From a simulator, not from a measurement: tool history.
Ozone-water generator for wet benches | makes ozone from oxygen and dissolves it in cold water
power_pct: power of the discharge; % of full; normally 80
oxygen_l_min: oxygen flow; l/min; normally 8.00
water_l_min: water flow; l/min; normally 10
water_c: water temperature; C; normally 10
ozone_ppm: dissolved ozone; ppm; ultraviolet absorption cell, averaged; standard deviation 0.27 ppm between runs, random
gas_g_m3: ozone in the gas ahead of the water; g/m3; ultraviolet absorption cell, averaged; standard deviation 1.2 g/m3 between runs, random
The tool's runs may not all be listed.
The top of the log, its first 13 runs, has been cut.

run	hour	power_pct	oxygen_l_min	water_l_min	water_c	hours of work since the electrodes were changed	hours of work since the contactor was cleaned	hours of work since the thermometer was calibrated	ozone_ppm	gas_g_m3
14	1132.0	80	5.02	10	10	3894	873	2564	41.6	261.4
15	1254.0	80	5.02	10	10	4007	987	2677	41.8	261.2
16	1372.7	80	5.02	10	10	4118	1097	2788	41.6	262.1
17	1478.8	80	8.00	15	10	4217	1196	2887	30.2	222.1
18	1599.3	80	8.00	11	11	4329	1309	2999	38.9	221.3
19	1707.3	73	8.00	11	11	4430	1409	3100	36.3	210.4
20	1822.5	80	8.00	7	12	4537	1517	3207	50.8	220.8
# hour 1863.5: water thermometer calibrated
21	1897.9	80	8.00	7	12	4607	1586	32	50.9	222.8
22	1997.3	80	13.08	10	10	4700	1679	125	40.6	187.4
23	2101.7	80	8.00	9	10	4797	1776	222	44.8	220.2
24	2221.3	54	9.27	10	9	4909	1888	334	34.2	168.1
25	2317.2	54	9.27	10	9	4998	1977	423	34.3	169.6
26	2420.3	42	13.45	6	6	5094	2073	519	41.3	127.6
27	2528.1	58	5.72	6	6	5194	2174	619	55.2	208.9
28	2640.2	58	5.72	6	6	5299	2278	724	54.5	208.0
29	2696.0	58	5.72	6	6	5351	2330	776	54.8	209.7
30	2790.2	72	6.84	7	7	5439	2418	864	54.7	221.3
31	2869.7	65	5.84	10	7	5513	2492	938	39.4	221.0
32	2994.0	65	9.20	14	7	5629	2608	1054	30.4	188.7
33	3088.9	65	9.05	14	7	5717	2696	1142	30.6	187.4

Branching from run 33: 3 alternative next runs. What would each branch give?
A	3153.3	80	8.00	7	10	5777	2757	1202	?	?
B	3153.3	54	8.52	10	6	5777	2757	1202	?	?
C	3153.3	79	8.29	7	7	5777	2757	1202	?	?

run	ozone_ppm	gas_g_m3
A	53.5	221.4
B	36.9	172.3
C	56.4	217.3
Had the tool no hidden state, the same runs would have come out as:
run	ozone_ppm	gas_g_m3
A	53.5	221.6
B	37.0	172.4
C	56.5	217.5
